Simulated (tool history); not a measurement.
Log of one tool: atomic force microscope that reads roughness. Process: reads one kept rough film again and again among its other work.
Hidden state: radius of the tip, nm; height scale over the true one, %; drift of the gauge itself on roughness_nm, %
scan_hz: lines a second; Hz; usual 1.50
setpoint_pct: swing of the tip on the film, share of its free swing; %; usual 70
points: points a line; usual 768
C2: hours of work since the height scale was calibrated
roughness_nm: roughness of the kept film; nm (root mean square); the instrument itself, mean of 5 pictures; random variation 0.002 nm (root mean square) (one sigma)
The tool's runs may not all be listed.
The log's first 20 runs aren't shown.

-- hour=556.8 new tip fitted
run 21 hour=576.5 | scan_hz=1.50 setpoint_pct=70 points=768 | pictures_with_this_tip=19 C2=338 | roughness_nm=0.645
run 22 hour=601.4 | scan_hz=1.50 setpoint_pct=70 points=768 | pictures_with_this_tip=44 C2=349 | roughness_nm=0.643
run 23 hour=642.5 | scan_hz=1.50 setpoint_pct=70 points=400 | pictures_with_this_tip=85 C2=369 | roughness_nm=0.630
run 24 hour=685.3 | scan_hz=1.85 setpoint_pct=73 points=633 | pictures_with_this_tip=128 C2=389 | roughness_nm=0.622
run 25 hour=706.8 | scan_hz=1.85 setpoint_pct=73 points=633 | pictures_with_this_tip=149 C2=399 | roughness_nm=0.621
run 26 hour=731.4 | scan_hz=1.85 setpoint_pct=73 points=786 | pictures_with_this_tip=174 C2=410 | roughness_nm=0.619
run 27 hour=753.8 | scan_hz=1.85 setpoint_pct=73 points=786 | pictures_with_this_tip=196 C2=421 | roughness_nm=0.611
-- hour=770.6 new tip fitted
run 28 hour=786.2 | scan_hz=1.02 setpoint_pct=65 points=316 | pictures_with_this_tip=16 C2=436 | roughness_nm=0.645
run 29 hour=815.2 | scan_hz=1.02 setpoint_pct=65 points=316 | pictures_with_this_tip=45 C2=449 | roughness_nm=0.636
run 30 hour=848.5 | scan_hz=0.95 setpoint_pct=74 points=374 | pictures_with_this_tip=78 C2=465 | roughness_nm=0.638
run 31 hour=875.3 | scan_hz=1.44 setpoint_pct=88 points=768 | pictures_with_this_tip=104 C2=478 | roughness_nm=0.612
run 32 hour=916.1 | scan_hz=1.17 setpoint_pct=70 points=484 | pictures_with_this_tip=145 C2=497 | roughness_nm=0.629
run 33 hour=940.9 | scan_hz=1.17 setpoint_pct=70 points=484 | pictures_with_this_tip=170 C2=508 | roughness_nm=0.628
-- hour=982.7 new tip fitted
run 34 hour=982.7 | scan_hz=1.04 setpoint_pct=87 points=768 | pictures_with_this_tip=0 C2=528 | roughness_nm=0.640
run 35 hour=1006.7 | scan_hz=1.04 setpoint_pct=87 points=768 | pictures_with_this_tip=24 C2=539 | roughness_nm=0.638
run 36 hour=1050.1 | scan_hz=1.04 setpoint_pct=87 points=768 | pictures_with_this_tip=67 C2=559 | roughness_nm=0.628
run 37 hour=1089.8 | scan_hz=0.63 setpoint_pct=82 points=768 | pictures_with_this_tip=106 C2=578 | roughness_nm=0.637
run 38 hour=1124.8 | scan_hz=0.63 setpoint_pct=82 points=768 | pictures_with_this_tip=141 C2=594 | roughness_nm=0.635
run 39 hour=1166.8 | scan_hz=3.93 setpoint_pct=75 points=467 | pictures_with_this_tip=183 C2=614 | roughness_nm=0.578
-- hour=1195.8 new tip fitted
run 40 hour=1214.3 | scan_hz=0.65 setpoint_pct=75 points=467 | pictures_with_this_tip=19 C2=636 | roughness_nm=0.650
run 41 hour=1261.4 | scan_hz=1.39 setpoint_pct=86 points=347 | pictures_with_this_tip=66 C2=658 | roughness_nm=0.610
run 42 hour=1287.0 | scan_hz=0.89 setpoint_pct=70 points=458 | pictures_with_this_tip=91 C2=670 | roughness_nm=0.641
run 43 hour=1312.2 | scan_hz=3.48 setpoint_pct=57 points=395 | pictures_with_this_tip=116 C2=682 | roughness_nm=0.627

4 ways to go on from here, each from the tool as it stands after run 43. What would each give?
run A hour=1341.5 | scan_hz=1.50 setpoint_pct=70 points=872 | pictures_with_this_tip=145 C2=696 | roughness_nm=?
run B hour=1341.5 | scan_hz=1.13 setpoint_pct=82 points=851 | pictures_with_this_tip=145 C2=696 | roughness_nm=?
run C hour=1341.5 | scan_hz=3.44 setpoint_pct=82 points=630 | pictures_with_this_tip=145 C2=696 | roughness_nm=?
run D hour=1341.5 | scan_hz=1.17 setpoint_pct=60 points=492 | pictures_with_this_tip=145 C2=696 | roughness_nm=?

run=A roughness_nm=0.629
run=B roughness_nm=0.621
run=C roughness_nm=0.572
run=D roughness_nm=0.639
Without the tool's hidden state the same runs would have given:
run=A roughness_nm=0.655
run=B roughness_nm=0.647
run=C roughness_nm=0.596
run=D roughness_nm=0.665

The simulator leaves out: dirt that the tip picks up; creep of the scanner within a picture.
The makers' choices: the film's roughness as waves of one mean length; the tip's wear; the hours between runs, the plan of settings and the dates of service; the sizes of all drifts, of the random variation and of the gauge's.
